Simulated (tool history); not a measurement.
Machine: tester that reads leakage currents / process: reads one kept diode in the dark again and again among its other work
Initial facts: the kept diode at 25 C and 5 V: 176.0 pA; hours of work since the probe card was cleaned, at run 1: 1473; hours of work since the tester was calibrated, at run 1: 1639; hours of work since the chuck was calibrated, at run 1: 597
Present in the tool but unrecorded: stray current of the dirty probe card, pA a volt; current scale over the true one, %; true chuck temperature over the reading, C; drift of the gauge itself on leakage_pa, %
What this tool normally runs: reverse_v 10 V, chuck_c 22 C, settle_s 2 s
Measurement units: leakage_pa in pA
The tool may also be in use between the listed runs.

run	hour	reverse_v	chuck_c	settle_s	hours of work since the probe card was cleaned	hours of work since the tester was calibrated	hours of work since the chuck was calibrated	leakage_pa
1	0	10	22	2	1473	1639	597	167.9
# hour 130.9: chuck's temperature calibrated
2	195.1	10	22	2	1587	1753	38	167.23
3	409.1	3.9	22	2	1713	1878	163	121.4
4	522.2	3.9	22	2	1779	1945	230	121.92
5	624.5	3.9	22	2	1839	2005	290	121.53
6	739.3	3.9	22	2	1907	2072	357	121.47
7	886.9	3.9	22	2	1993	2159	444	121.79
8	1029.6	15.8	22	2	2077	2243	528	195.77
9	1198.6	15.8	22	2	2176	2342	627	195.93
# hour 1272.7: chuck's temperature calibrated
10	1310.2	15.8	22	2	2241	2406	22	196.16
11	1418.8	15.8	22	4.37	2305	2470	86	194.65
12	1532.8	1.3	22	4.37	2372	2537	153	84.08
13	1666.7	1.3	22	4.37	2450	2616	231	84.12
# hour 1719: probe card cleaned and baked
14	1871.5	2	28	4.37	90	2734	350	171.64
15	2083.5	2	28	4.37	214	2859	475	170.73
16	2251.8	2	28	4.37	313	2958	573	169.63
# hour 2421.8: chuck's temperature calibrated
17	2483.6	4.8	28	1.05	448	3093	36	230.45
18	2676.1	4.8	28	1.05	561	3206	149	229.97
19	2884.9	10	52	0.3	684	3329	272	2300.02
20	3094.6	2.9	32	0.64	807	3452	395	279.95
21	3295.6	2.9	32	0.64	925	3570	513	279.57

Alternative continuations, all from the tool just after run 21; predict every row:
A	3405.8	10	22	1.61	990	3635	578	?
B	3405.8	1.1	24	0.64	990	3635	578	?
C	3405.8	1.1	25	1.55	990	3635	578	?
D	3405.8	5.5	26	0.37	990	3635	578	?
E	3405.8	5.5	33	8.33	990	3635	578	?

run	leakage_pa
A	167.78
B	96.49
C	105.74
D	201.44
E	379.15
Take away the tool's hidden state, keep each run's random variation, and the runs would have read:
run	leakage_pa
A	168.02
B	96.65
C	105.92
D	201.76
E	379.75

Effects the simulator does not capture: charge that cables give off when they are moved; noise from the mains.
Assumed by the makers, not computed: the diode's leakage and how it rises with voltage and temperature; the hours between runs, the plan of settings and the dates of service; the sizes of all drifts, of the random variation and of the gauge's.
